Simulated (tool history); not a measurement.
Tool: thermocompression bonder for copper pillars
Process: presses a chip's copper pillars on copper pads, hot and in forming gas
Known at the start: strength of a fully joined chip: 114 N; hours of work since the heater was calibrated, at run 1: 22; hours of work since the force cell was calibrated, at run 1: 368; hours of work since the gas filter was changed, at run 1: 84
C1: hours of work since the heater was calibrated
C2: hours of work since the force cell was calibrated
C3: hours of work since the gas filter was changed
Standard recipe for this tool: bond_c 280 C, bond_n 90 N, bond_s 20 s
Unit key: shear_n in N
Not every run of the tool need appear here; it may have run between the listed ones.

{"run": 1, "hour": 0.0, "bond_c": 280, "bond_n": 90, "bond_s": 20, "C1": 22, "C2": 368, "C3": 84, "shear_n": 49.3}
{"run": 2, "hour": 14.1, "bond_c": 280, "bond_n": 90, "bond_s": 20, "C1": 30, "C2": 376, "C3": 93, "shear_n": 50.2}
{"run": 3, "hour": 29.1, "bond_c": 280, "bond_n": 96, "bond_s": 20, "C1": 39, "C2": 385, "C3": 102, "shear_n": 52.5}
{"run": 4, "hour": 46.2, "bond_c": 280, "bond_n": 96, "bond_s": 20, "C1": 49, "C2": 395, "C3": 112, "shear_n": 53}
{"run": 5, "hour": 61.4, "bond_c": 280, "bond_n": 96, "bond_s": 20, "C1": 58, "C2": 404, "C3": 121, "shear_n": 53}
{"run": 6, "hour": 77.1, "bond_c": 280, "bond_n": 70, "bond_s": 20, "C1": 68, "C2": 413, "C3": 130, "shear_n": 39.3}
{"run": 7, "hour": 97.5, "bond_c": 280, "bond_n": 70, "bond_s": 20, "C1": 80, "C2": 425, "C3": 142, "shear_n": 39.9}
{"run": 8, "hour": 115.8, "bond_c": 280, "bond_n": 70, "bond_s": 20, "C1": 91, "C2": 436, "C3": 153, "shear_n": 40}
{"run": 9, "hour": 131.3, "bond_c": 280, "bond_n": 101, "bond_s": 20, "C1": 100, "C2": 445, "C3": 162, "shear_n": 55.3}
{"hour": 141.8, "done": "forming gas filter changed"}
{"run": 10, "hour": 152.7, "bond_c": 280, "bond_n": 101, "bond_s": 20, "C1": 112, "C2": 458, "C3": 6, "shear_n": 58.3}
{"run": 11, "hour": 175.1, "bond_c": 280, "bond_n": 85, "bond_s": 20, "C1": 125, "C2": 471, "C3": 20, "shear_n": 49.3}
{"run": 12, "hour": 192.2, "bond_c": 280, "bond_n": 85, "bond_s": 20, "C1": 136, "C2": 481, "C3": 30, "shear_n": 49.9}
{"hour": 195.3, "done": "force cell calibrated"}
{"run": 13, "hour": 217.4, "bond_c": 280, "bond_n": 85, "bond_s": 20, "C1": 150, "C2": 13, "C3": 44, "shear_n": 49.6}
{"hour": 232.6, "done": "force cell calibrated, once more"}
{"run": 14, "hour": 237.3, "bond_c": 280, "bond_n": 85, "bond_s": 20, "C1": 160, "C2": 3, "C3": 55, "shear_n": 48.1}
{"run": 15, "hour": 250.5, "bond_c": 280, "bond_n": 85, "bond_s": 20, "C1": 168, "C2": 11, "C3": 63, "shear_n": 48.2}
{"run": 16, "hour": 269.5, "bond_c": 280, "bond_n": 85, "bond_s": 20, "C1": 180, "C2": 22, "C3": 74, "shear_n": 48}
{"run": 17, "hour": 280.6, "bond_c": 280, "bond_n": 87, "bond_s": 20, "C1": 186, "C2": 28, "C3": 80, "shear_n": 49.3}
{"run": 18, "hour": 293.3, "bond_c": 280, "bond_n": 102, "bond_s": 35, "C1": 194, "C2": 36, "C3": 88, "shear_n": 68}
{"run": 19, "hour": 308.9, "bond_c": 280, "bond_n": 102, "bond_s": 35, "C1": 203, "C2": 45, "C3": 97, "shear_n": 68.3}
{"run": 20, "hour": 332.2, "bond_c": 280, "bond_n": 102, "bond_s": 35, "C1": 217, "C2": 59, "C3": 111, "shear_n": 67.7}
{"run": 21, "hour": 353.0, "bond_c": 251, "bond_n": 95, "bond_s": 36, "C1": 229, "C2": 71, "C3": 123, "shear_n": 43.3}
{"run": 22, "hour": 364.5, "bond_c": 266, "bond_n": 70, "bond_s": 51, "C1": 236, "C2": 78, "C3": 130, "shear_n": 47.7}
{"run": 23, "hour": 374.6, "bond_c": 267, "bond_n": 119, "bond_s": 51, "C1": 242, "C2": 84, "C3": 136, "shear_n": 73.4}
{"run": 24, "hour": 394.5, "bond_c": 266, "bond_n": 119, "bond_s": 39, "C1": 254, "C2": 96, "C3": 148, "shear_n": 66.1}
{"run": 25, "hour": 411.2, "bond_c": 294, "bond_n": 132, "bond_s": 29, "C1": 264, "C2": 106, "C3": 158, "shear_n": 85.6}
{"run": 26, "hour": 424.5, "bond_c": 294, "bond_n": 115, "bond_s": 29, "C1": 271, "C2": 114, "C3": 166, "shear_n": 80.3}
{"hour": 430.2, "done": "forming gas filter changed"}
{"run": 27, "hour": 444.9, "bond_c": 276, "bond_n": 89, "bond_s": 29, "C1": 283, "C2": 126, "C3": 9, "shear_n": 58}
{"run": 28, "hour": 462.0, "bond_c": 280, "bond_n": 69, "bond_s": 23, "C1": 293, "C2": 136, "C3": 19, "shear_n": 44.1}
{"run": 29, "hour": 481.4, "bond_c": 280, "bond_n": 69, "bond_s": 23, "C1": 305, "C2": 147, "C3": 30, "shear_n": 44.5}
{"run": 30, "hour": 503.0, "bond_c": 280, "bond_n": 69, "bond_s": 23, "C1": 318, "C2": 160, "C3": 43, "shear_n": 45.1}
{"run": 31, "hour": 514.3, "bond_c": 290, "bond_n": 90, "bond_s": 13, "C1": 324, "C2": 167, "C3": 50, "shear_n": 52.4}
{"run": 32, "hour": 534.4, "bond_c": 290, "bond_n": 90, "bond_s": 13, "C1": 336, "C2": 179, "C3": 62, "shear_n": 53.3}

Branching from run 32: 3 alternative next runs. What would each branch give?
{"run": "A", "hour": 557.4, "bond_c": 271, "bond_n": 90, "bond_s": 20, "C1": 350, "C2": 192, "C3": 75, "shear_n": "?"}
{"run": "B", "hour": 557.4, "bond_c": 251, "bond_n": 90, "bond_s": 20, "C1": 350, "C2": 192, "C3": 75, "shear_n": "?"}
{"run": "C", "hour": 557.4, "bond_c": 290, "bond_n": 90, "bond_s": 11, "C1": 350, "C2": 192, "C3": 75, "shear_n": "?"}

run=A shear_n=47.4
run=B shear_n=34.7
run=C shear_n=49.1
The same runs, with their run-to-run variation unchanged, on a tool lacking any hidden condition would have given:
run=A shear_n=43.7
run=B shear_n=31.5
run=C shear_n=45.5

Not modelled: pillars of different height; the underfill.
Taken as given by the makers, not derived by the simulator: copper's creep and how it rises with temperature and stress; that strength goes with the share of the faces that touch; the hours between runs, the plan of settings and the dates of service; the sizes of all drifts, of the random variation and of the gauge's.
